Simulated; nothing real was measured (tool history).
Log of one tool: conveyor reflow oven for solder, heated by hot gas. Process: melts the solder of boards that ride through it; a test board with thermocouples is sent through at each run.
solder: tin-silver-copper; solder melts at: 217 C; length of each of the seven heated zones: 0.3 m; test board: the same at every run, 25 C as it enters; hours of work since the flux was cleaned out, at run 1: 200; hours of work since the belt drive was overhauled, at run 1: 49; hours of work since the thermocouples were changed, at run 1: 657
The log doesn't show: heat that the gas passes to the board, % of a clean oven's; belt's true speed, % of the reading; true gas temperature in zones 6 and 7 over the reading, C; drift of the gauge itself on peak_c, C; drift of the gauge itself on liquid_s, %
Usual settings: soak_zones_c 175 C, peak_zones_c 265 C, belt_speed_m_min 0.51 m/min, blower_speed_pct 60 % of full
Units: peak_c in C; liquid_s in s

| run | day | soak_zones_c | peak_zones_c | belt_speed_m_min | blower_speed_pct | hours of work since the flux was cleaned out | hours of work since the belt drive was overhauled | hours of work since the thermocouples were changed | peak_c | liquid_s |
|---|---|---|---|---|---|---|---|---|---|---|
| 1 | 0 | 175 | 265 | 0.51 | 60 | 200 | 49 | 657 | 241.8 | 42.1 |
| 2 | 0.621 | 175 | 265 | 0.53 | 60 | 207 | 55 | 663 | 239.9 | 38.8 |
| 3 | 0.967 | 175 | 265 | 0.53 | 60 | 210 | 59 | 667 | 239.9 | 38.6 |
| 4 | 1.654 | 175 | 265 | 0.53 | 60 | 217 | 66 | 674 | 240 | 38.9 |
| 5 | 1.971 | 175 | 265 | 0.53 | 60 | 220 | 69 | 677 | 239.7 | 38.9 |
|  | 2.283 | flux residue cleaned out of gas plates and filters |
| 6 | 2.862 | 175 | 265 | 0.53 | 60 | 6 | 76 | 684 | 240.1 | 38.8 |
| 7 | 3.596 | 184 | 265 | 0.51 | 60 | 14 | 84 | 692 | 243.9 | 47.8 |
| 8 | 4.258 | 184 | 270 | 0.51 | 60 | 20 | 91 | 699 | 247.7 | 51.1 |
| 9 | 4.962 | 184 | 270 | 0.51 | 60 | 28 | 98 | 706 | 247.7 | 51.1 |
| 10 | 5.696 | 175 | 265 | 0.51 | 60 | 35 | 106 | 714 | 241.5 | 42.3 |
| 11 | 6.038 | 175 | 265 | 0.51 | 60 | 39 | 109 | 717 | 241.5 | 42.5 |
| 12 | 6.633 | 175 | 265 | 0.51 | 60 | 45 | 115 | 723 | 241.7 | 42.5 |
| 13 | 7.175 | 175 | 265 | 0.51 | 60 | 51 | 121 | 729 | 241.6 | 42.5 |
| 14 | 7.671 | 175 | 265 | 0.51 | 60 | 56 | 126 | 734 | 241.7 | 42.4 |
| 15 | 8.012 | 175 | 265 | 0.51 | 60 | 59 | 130 | 738 | 241.6 | 42.3 |
| 16 | 8.521 | 175 | 265 | 0.51 | 60 | 64 | 135 | 743 | 241.7 | 42.3 |
| 17 | 9.158 | 168 | 265 | 0.476 | 60 | 71 | 141 | 749 | 242.4 | 44.8 |
| 18 | 9.796 | 175 | 276 | 0.594 | 60 | 78 | 148 | 756 | 243.2 | 36.4 |
| 19 | 10.288 | 175 | 265 | 0.51 | 61 | 83 | 153 | 761 | 241.8 | 42.9 |
| 20 | 10.929 | 175 | 265 | 0.51 | 61 | 89 | 160 | 768 | 241.7 | 42.7 |
| 21 | 11.521 | 187 | 265 | 0.487 | 61 | 95 | 166 | 774 | 246.5 | 54.7 |
| 22 | 11.854 | 175 | 256 | 0.51 | 60 | 99 | 169 | 777 | 234.5 | 34.7 |
| 23 | 12.417 | 175 | 256 | 0.51 | 60 | 105 | 175 | 783 | 234.8 | 34.5 |
| 24 | 12.783 | 175 | 256 | 0.51 | 60 | 108 | 179 | 787 | 234.3 | 34.7 |
| 25 | 13.417 | 189 | 265 | 0.508 | 84 | 115 | 185 | 793 | 252.1 | 58.3 |
| 26 | 13.904 | 163 | 265 | 0.432 | 54 | 120 | 190 | 798 | 242.5 | 47.8 |
| 27 | 14.346 | 174 | 262 | 0.432 | 54 | 125 | 195 | 803 | 242.4 | 51.8 |
| 28 | 14.912 | 174 | 276 | 0.521 | 54 | 130 | 201 | 809 | 246 | 43.9 |
| 29 | 15.525 | 175 | 267 | 0.459 | 60 | 137 | 207 | 815 | 247.1 | 53.7 |
| 30 | 16.175 | 175 | 267 | 0.459 | 60 | 143 | 214 | 822 | 247 | 53.7 |
| 31 | 16.846 | 184 | 269 | 0.486 | 57 | 150 | 221 | 829 | 247.4 | 53.4 |

How the hidden state differs across the entries between the runs, from the last listed run before each to the first after it:
Between runs 5 and 6: flux residue cleaned out of gas plates and filters (day 2.283)
  heat that the gas passes to the board, % of a clean oven's: 99.7 -> 100
